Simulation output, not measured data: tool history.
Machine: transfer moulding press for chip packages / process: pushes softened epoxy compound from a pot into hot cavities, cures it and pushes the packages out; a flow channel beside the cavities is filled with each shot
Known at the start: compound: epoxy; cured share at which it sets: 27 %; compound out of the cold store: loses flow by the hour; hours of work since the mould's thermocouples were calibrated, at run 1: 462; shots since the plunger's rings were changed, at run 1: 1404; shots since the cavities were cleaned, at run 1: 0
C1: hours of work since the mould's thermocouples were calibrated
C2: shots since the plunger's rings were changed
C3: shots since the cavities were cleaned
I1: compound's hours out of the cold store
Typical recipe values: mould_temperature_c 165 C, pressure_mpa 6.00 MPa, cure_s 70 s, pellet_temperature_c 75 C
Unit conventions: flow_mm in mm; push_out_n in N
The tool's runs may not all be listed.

run 1 day=0.000 | mould_temperature_c=165 pressure_mpa=6.00 cure_s=70 pellet_temperature_c=75 | C1=462 C2=1404 C3=0 | I1=9.1 | flow_mm=636 push_out_n=238
run 2 day=1.533 | mould_temperature_c=165 pressure_mpa=6.00 cure_s=70 pellet_temperature_c=75 | C1=482 C2=1849 C3=445 | I1=34.9 | flow_mm=551 push_out_n=223
-- day=3.317 cavities cleaned with cleaning compound and waxed
run 3 day=3.317 | mould_temperature_c=165 pressure_mpa=6.00 cure_s=70 pellet_temperature_c=75 | C1=505 C2=2348 C3=0 | I1=15.4 | flow_mm=613 push_out_n=235
-- day=4.012 mould's thermocouples calibrated
run 4 day=5.125 | mould_temperature_c=165 pressure_mpa=6.00 cure_s=70 pellet_temperature_c=75 | C1=15 C2=2848 C3=500 | I1=32.6 | flow_mm=550 push_out_n=226
-- day=6.675 cavities cleaned with cleaning compound and waxed
run 5 day=7.254 | mould_temperature_c=165 pressure_mpa=7.12 cure_s=70 pellet_temperature_c=75 | C1=41 C2=3447 C3=167 | I1=42.7 | flow_mm=571 push_out_n=225
run 6 day=9.550 | mould_temperature_c=165 pressure_mpa=7.12 cure_s=70 pellet_temperature_c=75 | C1=71 C2=4113 C3=833 | I1=8.1 | flow_mm=690 push_out_n=245
-- day=10.108 cavities cleaned with cleaning compound and waxed
run 7 day=12.400 | mould_temperature_c=165 pressure_mpa=7.12 cure_s=70 pellet_temperature_c=75 | C1=108 C2=4921 C3=664 | I1=32.1 | flow_mm=611 push_out_n=229
-- day=13.488 plunger's sealing rings changed
-- day=13.550 cavities cleaned with cleaning compound and waxed
run 8 day=14.179 | mould_temperature_c=165 pressure_mpa=6.00 cure_s=70 pellet_temperature_c=84 | C1=129 C2=184 C3=184 | I1=14.0 | flow_mm=609 push_out_n=218
run 9 day=16.350 | mould_temperature_c=165 pressure_mpa=6.00 cure_s=70 pellet_temperature_c=75 | C1=157 C2=813 C3=813 | I1=30.5 | flow_mm=554 push_out_n=227
-- day=16.925 cavities cleaned with cleaning compound and waxed
run 10 day=19.596 | mould_temperature_c=165 pressure_mpa=6.00 cure_s=70 pellet_temperature_c=75 | C1=199 C2=1735 C3=774 | I1=20.7 | flow_mm=602 push_out_n=236
-- day=20.129 cavities cleaned with cleaning compound and waxed
run 11 day=23.050 | mould_temperature_c=165 pressure_mpa=6.00 cure_s=70 pellet_temperature_c=75 | C1=243 C2=2719 C3=847 | I1=16.3 | flow_mm=617 push_out_n=250
-- day=23.417 cavities cleaned with cleaning compound and waxed
-- day=26.758 cavities cleaned with cleaning compound and waxed
run 12 day=26.838 | mould_temperature_c=165 pressure_mpa=6.00 cure_s=70 pellet_temperature_c=75 | C1=291 C2=3781 C3=22 | I1=22.7 | flow_mm=587 push_out_n=242
run 13 day=28.467 | mould_temperature_c=165 pressure_mpa=6.00 cure_s=81 pellet_temperature_c=75 | C1=312 C2=4255 C3=496 | I1=30.8 | flow_mm=561 push_out_n=197
-- day=30.000 cavities cleaned with cleaning compound and waxed
run 14 day=31.738 | mould_temperature_c=165 pressure_mpa=6.62 cure_s=53 pellet_temperature_c=84 | C1=354 C2=5185 C3=505 | I1=26.5 | flow_mm=596 push_out_n=410
-- day=31.992 plunger's sealing rings changed
-- day=33.442 cavities cleaned with cleaning compound and waxed
run 15 day=35.358 | mould_temperature_c=165 pressure_mpa=6.05 cure_s=53 pellet_temperature_c=84 | C1=399 C2=958 C3=556 | I1=35.9 | flow_mm=551 push_out_n=385
-- day=36.692 cavities cleaned with cleaning compound and waxed
run 16 day=37.354 | mould_temperature_c=165 pressure_mpa=6.05 cure_s=53 pellet_temperature_c=84 | C1=424 C2=1518 C3=191 | I1=14.6 | flow_mm=609 push_out_n=414
-- day=39.962 cavities cleaned with cleaning compound and waxed
run 17 day=40.996 | mould_temperature_c=165 pressure_mpa=5.87 cure_s=53 pellet_temperature_c=72 | C1=471 C2=2557 C3=300 | I1=46.3 | flow_mm=507 push_out_n=387
-- day=43.300 cavities cleaned with cleaning compound and waxed
run 18 day=43.854 | mould_temperature_c=165 pressure_mpa=5.87 cure_s=53 pellet_temperature_c=72 | C1=507 C2=3368 C3=161 | I1=42.7 | flow_mm=514 push_out_n=392
-- day=44.254 mould's thermocouples calibrated
-- day=46.804 cavities cleaned with cleaning compound and waxed
run 19 day=46.954 | mould_temperature_c=165 pressure_mpa=5.87 cure_s=53 pellet_temperature_c=72 | C1=34 C2=4225 C3=44 | I1=35.6 | flow_mm=544 push_out_n=402
-- day=50.083 cavities cleaned with cleaning compound and waxed
run 20 day=50.142 | mould_temperature_c=165 pressure_mpa=5.87 cure_s=53 pellet_temperature_c=80 | C1=75 C2=5131 C3=17 | I1=42.3 | flow_mm=514 push_out_n=375
-- day=50.525 plunger's sealing rings changed
run 21 day=51.754 | mould_temperature_c=165 pressure_mpa=5.87 cure_s=53 pellet_temperature_c=80 | C1=95 C2=357 C3=455 | I1=8.5 | flow_mm=638 push_out_n=448
-- day=53.567 cavities cleaned with cleaning compound and waxed
run 22 day=54.771 | mould_temperature_c=165 pressure_mpa=5.87 cure_s=62 pellet_temperature_c=80 | C1=133 C2=1213 C3=350 | I1=21.2 | flow_mm=599 push_out_n=290
-- day=57.092 cavities cleaned with cleaning compound and waxed
run 23 day=58.258 | mould_temperature_c=159 pressure_mpa=5.87 cure_s=62 pellet_temperature_c=72 | C1=178 C2=2206 C3=339 | I1=47.0 | flow_mm=516 push_out_n=430
-- day=60.483 cavities cleaned with cleaning compound and waxed
run 24 day=61.633 | mould_temperature_c=165 pressure_mpa=7.26 cure_s=70 pellet_temperature_c=75 | C1=221 C2=3167 C3=334 | I1=15.8 | flow_mm=676 push_out_n=237
-- day=63.829 cavities cleaned with cleaning compound and waxed
run 25 day=63.829 | mould_temperature_c=170 pressure_mpa=7.14 cure_s=70 pellet_temperature_c=81 | C1=249 C2=3786 C3=0 | I1=20.0 | flow_mm=644 push_out_n=201

Estimate the outcome of run 26 from the log above:
run 26 day=66.712 | mould_temperature_c=158 pressure_mpa=7.14 cure_s=70 pellet_temperature_c=83 | C1=287 C2=4622 C3=836 | I1=12.0 | flow_mm=? push_out_n=?

flow_mm: 704 mm
push_out_n: 407 N
Without the tool's hidden state the same run would have given flow_mm 705 mm, push_out_n 401 N.

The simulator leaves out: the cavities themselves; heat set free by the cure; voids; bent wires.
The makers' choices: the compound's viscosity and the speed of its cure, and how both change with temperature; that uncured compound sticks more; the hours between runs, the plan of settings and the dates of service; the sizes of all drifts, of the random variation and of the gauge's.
